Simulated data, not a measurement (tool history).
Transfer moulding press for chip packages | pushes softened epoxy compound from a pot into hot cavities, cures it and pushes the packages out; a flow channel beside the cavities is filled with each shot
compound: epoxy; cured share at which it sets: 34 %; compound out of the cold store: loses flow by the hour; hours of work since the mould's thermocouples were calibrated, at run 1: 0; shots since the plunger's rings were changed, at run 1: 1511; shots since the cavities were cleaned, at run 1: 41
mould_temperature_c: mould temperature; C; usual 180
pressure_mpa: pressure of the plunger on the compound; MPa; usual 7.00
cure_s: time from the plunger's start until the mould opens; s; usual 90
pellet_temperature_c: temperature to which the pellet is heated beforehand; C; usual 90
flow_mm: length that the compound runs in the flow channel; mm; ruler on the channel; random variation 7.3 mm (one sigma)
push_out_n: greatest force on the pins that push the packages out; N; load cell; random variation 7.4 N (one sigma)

| run | hour | mould_temperature_c | pressure_mpa | cure_s | pellet_temperature_c | hours of work since the mould's thermocouples were calibrated | shots since the plunger's rings were changed | shots since the cavities were cleaned | incoming compound's hours out of the cold store | flow_mm | push_out_n |
|---|---|---|---|---|---|---|---|---|---|---|---|
| 1 | 0.0 | 180 | 7.00 | 90 | 90 | 0 | 1511 | 41 | 44.1 | 769 | 337 |
| 2 | 26.5 | 180 | 7.00 | 90 | 90 | 16 | 1816 | 346 | 9.1 | 942 | 554 |
| 3 | 56.9 | 180 | 7.00 | 90 | 90 | 35 | 2165 | 695 | 27.2 | 847 | 605 |
|  | 72.0 | cavities cleaned with cleaning compound and waxed |
| 4 | 103.6 | 180 | 7.00 | 90 | 92 | 62 | 2686 | 364 | 41.1 | 762 | 681 |
|  | 146.9 | cavities cleaned with cleaning compound and waxed |
| 5 | 148.9 | 180 | 7.00 | 90 | 92 | 89 | 3190 | 22 | 18.0 | 876 | 342 |
| 6 | 177.5 | 180 | 7.00 | 90 | 92 | 107 | 3521 | 353 | 38.2 | 759 | 507 |
| 7 | 217.7 | 180 | 7.00 | 90 | 92 | 131 | 3984 | 816 | 42.9 | 735 | 613 |
|  | 221.4 | cavities cleaned with cleaning compound and waxed |
| 8 | 260.9 | 180 | 7.00 | 71 | 90 | 157 | 4464 | 455 | 39.2 | 739 | 766 |
| 9 | 289.5 | 180 | 5.61 | 90 | 92 | 174 | 4793 | 784 | 13.2 | 761 | 612 |
|  | 298.9 | cavities cleaned with cleaning compound and waxed |
| 10 | 324.8 | 180 | 5.61 | 110 | 85 | 195 | 5182 | 298 | 17.0 | 754 | 453 |
|  | 342.6 | cavities cleaned with cleaning compound and waxed, once more |
|  | 351.9 | plunger's sealing rings changed |
| 11 | 380.4 | 173 | 7.67 | 90 | 90 | 227 | 328 | 407 | 20.6 | 984 | 751 |
| 12 | 413.4 | 173 | 7.67 | 90 | 90 | 247 | 708 | 787 | 22.8 | 964 | 880 |
|  | 423.1 | cavities cleaned with cleaning compound and waxed |
| 13 | 442.9 | 173 | 7.67 | 98 | 90 | 264 | 1030 | 228 | 20.4 | 962 | 591 |

Hidden state at the last listed run before each entry between runs and at the first one after, where it differs:
Between runs 3 and 4: cavities cleaned with cleaning compound and waxed (hour 72.0)
  true mould temperature over the reading, C: 0.04 -> 0.08; pressure that reaches the compound, % of what is set: 92.04 -> 90.09; grip of the stained cavities, % over clean ones': 93.9 -> 124.8
  measured less the result without the state, flow_mm: -36 -> -41 mm; push_out_n: +293 -> +378 N
Between runs 4 and 5: cavities cleaned with cleaning compound and waxed (hour 146.9)
  true mould temperature over the reading, C: 0.08 -> 0.11; pressure that reaches the compound, % of what is set: 90.09 -> 88.36; grip of the stained cavities, % over clean ones': 124.8 -> 10.1
  measured less the result without the state, flow_mm: -41 -> -56 mm; push_out_n: +378 -> +31 N
Between runs 7 and 8: cavities cleaned with cleaning compound and waxed (hour 221.4)
  true mould temperature over the reading, C: 0.16 -> 0.2; pressure that reaches the compound, % of what is set: 85.37 -> 83.59; grip of the stained cavities, % over clean ones': 100.8 -> 78.1
  measured less the result without the state, flow_mm: -61 -> -71 mm; push_out_n: +307 -> +332 N
Between runs 9 and 10: cavities cleaned with cleaning compound and waxed (hour 298.9)
  true mould temperature over the reading, C: 0.22 -> 0.24; pressure that reaches the compound, % of what is set: 82.35 -> 80.84; grip of the stained cavities, % over clean ones': 99.9 -> 58.1
  measured less the result without the state, flow_mm: -78 -> -86 mm; push_out_n: +303 -> +165 N
Between runs 10 and 11: cavities cleaned with cleaning compound and waxed, once more (hour 342.6); plunger's sealing rings changed (hour 351.9)
  true mould temperature over the reading, C: 0.24 -> 0.28; pressure that reaches the compound, % of what is set: 80.84 -> 98.37; grip of the stained cavities, % over clean ones': 58.1 -> 70.9
  measured less the result without the state, flow_mm: -86 -> -9 mm; push_out_n: +165 -> +301 N
Between runs 12 and 13: cavities cleaned with cleaning compound and waxed (hour 423.1)
  true mould temperature over the reading, C: 0.31 -> 0.33; pressure that reaches the compound, % of what is set: 97.02 -> 95.94; grip of the stained cavities, % over clean ones': 98.5 -> 51.2
  measured less the result without the state, flow_mm: -16 -> -21 mm; push_out_n: +428 -> +191 N
